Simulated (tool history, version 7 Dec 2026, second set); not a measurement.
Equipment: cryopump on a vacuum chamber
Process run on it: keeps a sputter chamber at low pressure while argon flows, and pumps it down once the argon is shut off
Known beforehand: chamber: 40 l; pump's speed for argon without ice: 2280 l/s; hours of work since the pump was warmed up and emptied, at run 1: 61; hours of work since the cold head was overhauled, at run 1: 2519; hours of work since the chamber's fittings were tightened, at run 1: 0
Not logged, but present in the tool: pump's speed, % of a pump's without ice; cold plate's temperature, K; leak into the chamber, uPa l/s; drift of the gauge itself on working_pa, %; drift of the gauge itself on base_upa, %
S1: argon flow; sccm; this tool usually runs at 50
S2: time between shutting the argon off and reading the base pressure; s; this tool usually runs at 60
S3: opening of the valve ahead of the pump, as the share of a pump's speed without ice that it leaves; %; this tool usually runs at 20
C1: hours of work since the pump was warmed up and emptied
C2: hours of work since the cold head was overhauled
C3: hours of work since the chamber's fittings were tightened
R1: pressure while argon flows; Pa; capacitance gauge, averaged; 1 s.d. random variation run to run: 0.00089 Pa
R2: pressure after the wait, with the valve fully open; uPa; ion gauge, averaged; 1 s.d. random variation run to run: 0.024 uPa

{"run": 1, "hour": 0.0, "S1": 50, "S2": 60, "S3": 20, "C1": 61, "C2": 2519, "C3": 0, "R1": 0.1869, "R2": 0.85}
{"run": 2, "hour": 54.9, "S1": 50, "S2": 60, "S3": 20, "C1": 105, "C2": 2562, "C3": 43, "R1": 0.1885, "R2": 0.95}
{"run": 3, "hour": 108.5, "S1": 50, "S2": 60, "S3": 20, "C1": 147, "C2": 2605, "C3": 86, "R1": 0.1904, "R2": 0.96}
{"run": 4, "hour": 175.0, "S1": 50, "S2": 60, "S3": 20, "C1": 199, "C2": 2657, "C3": 138, "R1": 0.1894, "R2": 1.01}
{"run": 5, "hour": 241.8, "S1": 53, "S2": 60, "S3": 20, "C1": 252, "C2": 2710, "C3": 191, "R1": 0.2024, "R2": 1.04}
{"run": 6, "hour": 306.8, "S1": 53, "S2": 60, "S3": 20, "C1": 303, "C2": 2761, "C3": 242, "R1": 0.2033, "R2": 1.06}
{"run": 7, "hour": 363.9, "S1": 53, "S2": 60, "S3": 20, "C1": 348, "C2": 2806, "C3": 287, "R1": 0.2039, "R2": 1.14}
{"run": 8, "hour": 397.8, "S1": 50, "S2": 47, "S3": 20, "C1": 375, "C2": 2833, "C3": 314, "R1": 0.1942, "R2": 1.39}
{"run": 9, "hour": 479.0, "S1": 50, "S2": 47, "S3": 20, "C1": 439, "C2": 2897, "C3": 378, "R1": 0.196, "R2": 1.41}
{"hour": 494.5, "done": "pump warmed up, emptied and cooled again"}
{"run": 10, "hour": 522.0, "S1": 50, "S2": 47, "S3": 20, "C1": 22, "C2": 2927, "C3": 408, "R1": 0.1847, "R2": 1.36}
{"run": 11, "hour": 579.3, "S1": 50, "S2": 60, "S3": 26, "C1": 67, "C2": 2972, "C3": 453, "R1": 0.1446, "R2": 1.24}
{"run": 12, "hour": 614.6, "S1": 50, "S2": 60, "S3": 26, "C1": 95, "C2": 3000, "C3": 481, "R1": 0.1455, "R2": 1.22}
{"run": 13, "hour": 681.0, "S1": 50, "S2": 60, "S3": 26, "C1": 147, "C2": 3052, "C3": 533, "R1": 0.1471, "R2": 1.29}
{"run": 14, "hour": 730.4, "S1": 50, "S2": 60, "S3": 48, "C1": 186, "C2": 3091, "C3": 572, "R1": 0.0814, "R2": 1.36}
{"run": 15, "hour": 771.8, "S1": 50, "S2": 60, "S3": 31, "C1": 219, "C2": 3124, "C3": 604, "R1": 0.1234, "R2": 1.32}
{"run": 16, "hour": 833.1, "S1": 50, "S2": 60, "S3": 31, "C1": 267, "C2": 3172, "C3": 653, "R1": 0.1267, "R2": 1.4}
{"run": 17, "hour": 906.0, "S1": 50, "S2": 40, "S3": 20, "C1": 324, "C2": 3229, "C3": 710, "R1": 0.1919, "R2": 1.85}
{"run": 18, "hour": 963.3, "S1": 50, "S2": 40, "S3": 20, "C1": 370, "C2": 3274, "C3": 755, "R1": 0.1925, "R2": 1.9}
{"run": 19, "hour": 1025.9, "S1": 50, "S2": 40, "S3": 20, "C1": 419, "C2": 3324, "C3": 805, "R1": 0.1931, "R2": 1.97}
{"hour": 1068.9, "done": "pump warmed up, emptied and cooled again"}
{"run": 20, "hour": 1102.6, "S1": 50, "S2": 60, "S3": 21, "C1": 27, "C2": 3380, "C3": 861, "R1": 0.1795, "R2": 1.46}
{"run": 21, "hour": 1181.5, "S1": 50, "S2": 60, "S3": 21, "C1": 89, "C2": 3443, "C3": 923, "R1": 0.1774, "R2": 1.56}
{"run": 22, "hour": 1261.2, "S1": 50, "S2": 60, "S3": 21, "C1": 152, "C2": 3505, "C3": 986, "R1": 0.1797, "R2": 1.66}
{"run": 23, "hour": 1324.6, "S1": 50, "S2": 25, "S3": 17, "C1": 202, "C2": 3555, "C3": 1036, "R1": 0.2254, "R2": 2.76}
{"run": 24, "hour": 1363.6, "S1": 50, "S2": 25, "S3": 17, "C1": 232, "C2": 3586, "C3": 1067, "R1": 0.2221, "R2": 2.79}
{"hour": 1375.9, "done": "leaking fittings of the chamber tightened, without venting"}
{"run": 25, "hour": 1424.2, "S1": 75, "S2": 74, "S3": 55, "C1": 278, "C2": 3632, "C3": 38, "R1": 0.1105, "R2": 0.77}
{"run": 26, "hour": 1462.8, "S1": 50, "S2": 208, "S3": 23, "C1": 309, "C2": 3663, "C3": 69, "R1": 0.1687, "R2": 0.44}
{"run": 27, "hour": 1541.8, "S1": 29, "S2": 44, "S3": 24, "C1": 371, "C2": 3725, "C3": 131, "R1": 0.0945, "R2": 1.25}
{"run": 28, "hour": 1579.7, "S1": 30, "S2": 31, "S3": 20, "C1": 401, "C2": 3755, "C3": 161, "R1": 0.1183, "R2": 1.66}
{"run": 29, "hour": 1614.6, "S1": 35, "S2": 25, "S3": 17, "C1": 429, "C2": 3782, "C3": 188, "R1": 0.1588, "R2": 2.01}
{"hour": 1641.7, "done": "pump warmed up, emptied and cooled again"}
{"run": 30, "hour": 1684.5, "S1": 32, "S2": 41, "S3": 21, "C1": 34, "C2": 3834, "C3": 239, "R1": 0.1155, "R2": 1.37}
{"run": 31, "hour": 1765.8, "S1": 36, "S2": 60, "S3": 18, "C1": 98, "C2": 3898, "C3": 303, "R1": 0.151, "R2": 1.08}
{"run": 32, "hour": 1820.2, "S1": 73, "S2": 60, "S3": 20, "C1": 141, "C2": 3941, "C3": 346, "R1": 0.2766, "R2": 1.08}
{"run": 33, "hour": 1892.1, "S1": 50, "S2": 121, "S3": 55, "C1": 197, "C2": 3997, "C3": 403, "R1": 0.0731, "R2": 0.82}
{"run": 34, "hour": 1931.6, "S1": 50, "S2": 121, "S3": 55, "C1": 228, "C2": 4028, "C3": 434, "R1": 0.0729, "R2": 0.82}

Measured less the same run without the tool's hidden state. The same run-to-run variation is in both; the gauge's scatter may not be:
run=1 R1=+0.0021 R2=+0.03
run=2 R1=+0.0028 R2=+0.07
run=3 R1=+0.0037 R2=+0.11
run=4 R1=+0.0046 R2=+0.15
run=5 R1=+0.0061 R2=+0.2
run=6 R1=+0.0072 R2=+0.25
run=7 R1=+0.0082 R2=+0.29
run=8 R1=+0.0084 R2=+0.33
run=9 R1=+0.0101 R2=+0.39
run=10 R1=+0.0015 R2=+0.32
run=11 R1=+0.0023 R2=+0.37
run=12 R1=+0.0028 R2=+0.39
run=13 R1=+0.0038 R2=+0.44
run=14 R1=+0.0045 R2=+0.48
run=15 R1=+0.0051 R2=+0.52
run=16 R1=+0.0063 R2=+0.57
run=17 R1=+0.0074 R2=+0.64
run=18 R1=+0.0084 R2=+0.7
run=19 R1=+0.0096 R2=+0.78
run=20 R1=+0.002 R2=+0.65
run=21 R1=+0.0031 R2=+0.73
run=22 R1=+0.0043 R2=+0.82
run=23 R1=+0.0054 R2=+0.88
run=24 R1=+0.0059 R2=+0.92
run=25 R1=+0.0103 R2=+0.06
run=26 R1=+0.0075 R2=+0.09
run=27 R1=+0.0051 R2=+0.15
run=28 R1=+0.0057 R2=+0.18
run=29 R1=+0.0072 R2=+0.21
run=30 R1=+0.0012 R2=+0.19
run=31 R1=+0.0022 R2=+0.24
run=32 R1=+0.0057 R2=+0.28
run=33 R1=+0.005 R2=+0.34
run=34 R1=+0.0057 R2=+0.37
